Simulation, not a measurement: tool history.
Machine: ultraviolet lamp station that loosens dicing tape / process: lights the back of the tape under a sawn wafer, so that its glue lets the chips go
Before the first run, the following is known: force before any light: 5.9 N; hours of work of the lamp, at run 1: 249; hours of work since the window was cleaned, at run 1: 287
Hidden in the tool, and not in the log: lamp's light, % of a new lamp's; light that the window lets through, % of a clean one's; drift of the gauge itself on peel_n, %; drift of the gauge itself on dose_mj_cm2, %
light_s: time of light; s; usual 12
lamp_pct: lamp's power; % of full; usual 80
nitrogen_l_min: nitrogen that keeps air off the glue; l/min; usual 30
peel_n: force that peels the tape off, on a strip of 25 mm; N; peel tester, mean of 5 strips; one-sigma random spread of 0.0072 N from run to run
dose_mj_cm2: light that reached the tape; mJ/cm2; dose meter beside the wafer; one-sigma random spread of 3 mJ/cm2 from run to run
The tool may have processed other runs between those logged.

run,hour,light_s,lamp_pct,nitrogen_l_min,hours of work of the lamp,hours of work since the window was cleaned,peel_n,dose_mj_cm2
1,0.0,12,80,30,249,287,0.307,409
2,4.5,12,80,29,252,290,0.311,406
3,15.1,12,80,30,259,296,0.286,410
4,25.1,12,80,30,265,303,0.279,406
5,34.1,22,80,30,271,309,0.181,740
6,45.0,22,80,30,278,316,0.195,739
7,55.9,12,80,30,285,322,0.309,406
8,61.0,12,80,10,288,326,0.581,397
9,70.6,12,80,10,294,332,0.581,407
10,75.3,12,80,10,297,335,0.588,403
11,79.9,12,60,10,300,338,0.975,305
12,87.5,12,80,42,305,343,0.257,404
13,97.2,12,80,42,311,349,0.271,396
14,105.3,6,69,27,316,354,1.360,173
# hour 106.2: window cleaned of glue's vapour
15,114.4,12,80,17,322,5,0.453,391
16,122.5,10,80,10,327,10,0.850,320
17,132.1,10,80,10,333,17,0.872,322
18,139.5,9,85,16,338,21,0.673,309
19,145.5,8,63,53,342,25,0.747,199
# hour 151.0: window cleaned of glue's vapour, once more
20,154.2,6,76,30,347,2,0.962,198
21,160.4,6,76,30,351,6,1.006,200
22,171.2,6,76,30,358,13,1.012,201
23,181.3,6,76,30,364,19,1.000,197
24,186.7,6,76,30,368,23,1.040,200

Per-run results on a tool with no hidden state, each run keeping its own random variation:
run,peel_n,dose_mj_cm2
1,0.270,452
2,0.272,450
3,0.248,455
4,0.241,452
5,0.178,825
6,0.193,825
7,0.265,455
8,0.471,445
9,0.470,456
10,0.476,453
11,0.803,343
12,0.225,455
13,0.237,447
14,1.139,195
15,0.352,453
16,0.653,372
17,0.669,375
18,0.508,359
19,0.566,233
20,0.852,213
21,0.890,216
22,0.893,217
23,0.880,213
24,0.913,216
